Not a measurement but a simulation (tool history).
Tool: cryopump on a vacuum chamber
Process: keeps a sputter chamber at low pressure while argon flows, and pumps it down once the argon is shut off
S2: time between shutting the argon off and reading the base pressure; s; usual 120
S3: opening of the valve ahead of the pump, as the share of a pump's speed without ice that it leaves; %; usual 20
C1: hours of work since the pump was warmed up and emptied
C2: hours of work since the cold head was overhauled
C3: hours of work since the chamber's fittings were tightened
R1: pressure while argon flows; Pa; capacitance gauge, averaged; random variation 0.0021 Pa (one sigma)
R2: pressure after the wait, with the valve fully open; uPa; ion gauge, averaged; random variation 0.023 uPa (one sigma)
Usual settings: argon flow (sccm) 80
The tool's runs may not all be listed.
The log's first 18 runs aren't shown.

Run 19, hour 271.2: usual settings; C1 155; C2 155; C3 2220. Result: R1 0.5170 Pa, R2 3.14 uPa.
Run 20, hour 283.0: usual settings but argon flow (sccm) 55; C1 161; C2 161; C3 2226. Result: R1 0.3581 Pa, R2 3.10 uPa.
Run 21, hour 299.6: usual settings but argon flow (sccm) 55; C1 169; C2 169; C3 2234. Result: R1 0.3580 Pa, R2 3.08 uPa.
Run 22, hour 311.3: usual settings but S2 97 s; C1 175; C2 175; C3 2240. Result: R1 0.5227 Pa, R2 3.22 uPa.
Run 23, hour 324.3: usual settings but argon flow (sccm) 49, S2 172 s, S3 34 %; C1 181; C2 181; C3 2246. Result: R1 0.1908 Pa, R2 2.92 uPa.
Run 24, hour 342.4: usual settings but argon flow (sccm) 49, S2 172 s, S3 34 %; C1 190; C2 190; C3 2255. Result: R1 0.1902 Pa, R2 3.01 uPa.
Run 25, hour 360.1: usual settings but argon flow (sccm) 112, S2 29 s; C1 199; C2 199; C3 2263. Result: R1 0.7354 Pa, R2 5.01 uPa.
Run 26, hour 376.9: usual settings but argon flow (sccm) 72, S2 32 s, S3 52 %; C1 207; C2 207; C3 2272. Result: R1 0.1878 Pa, R2 4.73 uPa.
Run 27, hour 394.3: usual settings but argon flow (sccm) 157, S2 24 s, S3 52 %; C1 216; C2 216; C3 2280. Result: R1 0.4119 Pa, R2 5.42 uPa.

Run 28 comes next. What will it give?
Run 28, hour 406.1: usual settings but argon flow (sccm) 79, S2 24 s, S3 50 %; C1 221; C2 221; C3 2286. Result: R1 ?, R2 ?.

{"run 28": {"R1": 0.2139, "R2": 5.49}}
Without the tool's hidden state the same run would have given R1 0.2006 Pa, R2 3.10 uPa.

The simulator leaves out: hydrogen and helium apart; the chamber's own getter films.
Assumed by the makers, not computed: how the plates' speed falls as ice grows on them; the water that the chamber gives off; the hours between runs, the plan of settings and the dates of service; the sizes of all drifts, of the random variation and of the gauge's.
